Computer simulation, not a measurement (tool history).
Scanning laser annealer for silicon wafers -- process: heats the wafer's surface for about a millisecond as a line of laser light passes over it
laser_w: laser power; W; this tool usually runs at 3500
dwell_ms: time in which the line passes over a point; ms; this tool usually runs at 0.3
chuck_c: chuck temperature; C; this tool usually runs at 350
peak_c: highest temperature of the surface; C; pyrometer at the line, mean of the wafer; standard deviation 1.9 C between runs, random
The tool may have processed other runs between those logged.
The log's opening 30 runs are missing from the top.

Run 31, hour 417.8: usual settings but laser_w 3702 W, dwell_ms 0.24 ms, chuck_c 373 C. Result: peak_c 1051 C.
Run 32, hour 427: usual settings but laser_w 3805 W, dwell_ms 0.24 ms, chuck_c 312 C. Result: peak_c 1014 C.
Run 33, hour 444.8: usual settings. Result: peak_c 1052 C.
Run 34, hour 461.8: usual settings but chuck_c 324 C. Result: peak_c 1025 C.
Run 35, hour 473: usual settings but dwell_ms 0.218 ms, chuck_c 375 C. Result: peak_c 987 C.
Run 36, hour 484.5: usual settings but laser_w 3444 W, dwell_ms 0.218 ms, chuck_c 375 C. Result: peak_c 974 C.
Run 37, hour 501.5: usual settings but laser_w 3152 W, dwell_ms 0.227 ms, chuck_c 345 C. Result: peak_c 896 C.
Run 38, hour 513.1: usual settings but laser_w 3152 W, dwell_ms 0.227 ms, chuck_c 345 C. Result: peak_c 897 C.
Run 39, hour 531: usual settings but laser_w 3724 W, dwell_ms 0.232 ms, chuck_c 339 C. Result: peak_c 1012 C.
Run 40, hour 543.2: usual settings but laser_w 3724 W, dwell_ms 0.232 ms, chuck_c 339 C. Result: peak_c 1012 C.

Predict each of these 5 candidate next runs independently; none follows another, all start after run 40:
Run A, hour 558.7: usual settings but laser_w 3724 W, dwell_ms 0.262 ms, chuck_c 339 C. Result: peak_c ?.
Run B, hour 558.7: usual settings but laser_w 3544 W, dwell_ms 0.311 ms, chuck_c 319 C. Result: peak_c ?.
Run C, hour 558.7: usual settings but laser_w 3724 W, dwell_ms 0.376 ms, chuck_c 339 C. Result: peak_c ?.
Run D, hour 558.7: usual settings but laser_w 3724 W, dwell_ms 0.232 ms, chuck_c 371 C. Result: peak_c ?.
Run E, hour 558.7: usual settings but laser_w 3653 W, dwell_ms 0.232 ms, chuck_c 370 C. Result: peak_c ?.

run  peak_c
  A    1048
  B    1038
  C    1167
  D    1044
  E    1028
The same runs, with their run-to-run variation unchanged, on a tool lacking any hidden condition would have given:
run  peak_c
  A    1083
  B    1074
  C    1209
  D    1078
  E    1061

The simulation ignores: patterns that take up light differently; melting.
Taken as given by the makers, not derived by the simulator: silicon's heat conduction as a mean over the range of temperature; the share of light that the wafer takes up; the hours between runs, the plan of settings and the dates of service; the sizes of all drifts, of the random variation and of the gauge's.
